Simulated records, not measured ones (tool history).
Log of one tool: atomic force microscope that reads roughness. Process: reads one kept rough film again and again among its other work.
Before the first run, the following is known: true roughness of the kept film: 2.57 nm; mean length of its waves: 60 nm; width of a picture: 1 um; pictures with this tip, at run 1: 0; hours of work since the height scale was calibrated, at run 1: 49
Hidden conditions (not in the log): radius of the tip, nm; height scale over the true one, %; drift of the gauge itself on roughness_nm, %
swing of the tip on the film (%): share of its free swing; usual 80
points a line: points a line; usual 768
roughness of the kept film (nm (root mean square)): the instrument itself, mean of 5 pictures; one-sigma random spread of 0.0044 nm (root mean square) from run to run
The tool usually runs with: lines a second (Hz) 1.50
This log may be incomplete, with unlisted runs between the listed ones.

run   hour  lines a second (Hz)  swing of the tip on the film (%)  points a line  pictures with this tip  hours of work since the height scale was calibrated  roughness of the kept film (nm (root mean square))
  1    0.0                 1.50                                80            768                       0                                                   49                                               2.286
  2   66.8                 1.50                                80            768                      73                                                   89                                               2.271
  3  118.7                 1.50                                80            768                     130                                                  121                                               2.265
  4  178.7                 1.50                                80            768                     196                                                  157                                               2.250
  5  227.2                 1.50                                80            768                     249                                                  186                                               2.242
     243.1  -- new tip fitted
  6  274.4                 1.50                                80            768                      35                                                  214                                               2.290
  7  345.4                 1.50                                80            700                     113                                                  257                                               2.263
  8  418.3                 1.50                                80            700                     193                                                  301                                               2.256
  9  468.4                 0.56                                80            768                     248                                                  331                                               2.392
     486.4  -- new tip fitted
 10  511.3                 1.50                                80            768                      27                                                  357                                               2.275
 11  564.7                 1.50                                80            768                      86                                                  389                                               2.283
 12  620.0                 1.50                                80            768                     147                                                  423                                               2.273
 13  650.4                 1.50                                80            768                     180                                                  441                                               2.266
 14  706.4                 1.50                                80            768                     242                                                  475                                               2.254
     726.3  -- new tip fitted
 15  761.2                 1.50                                80            768                      39                                                  507                                               2.290
 16  823.1                 1.50                                78            278                     107                                                  545                                               2.293
 17  863.8                 1.50                                78            278                     151                                                  569                                               2.285
 18  899.7                 1.23                                86            258                     191                                                  591                                               2.241

Run 19, settings as shown, results not yet in. Your forecast:
 19  948.4                 1.23                                86            258                     244                                                  620                                                   ?

roughness of the kept film (nm (root mean square)): 2.228
With no hidden state in the tool, this same run would have given roughness of the kept film (nm (root mean square)) 2.250.
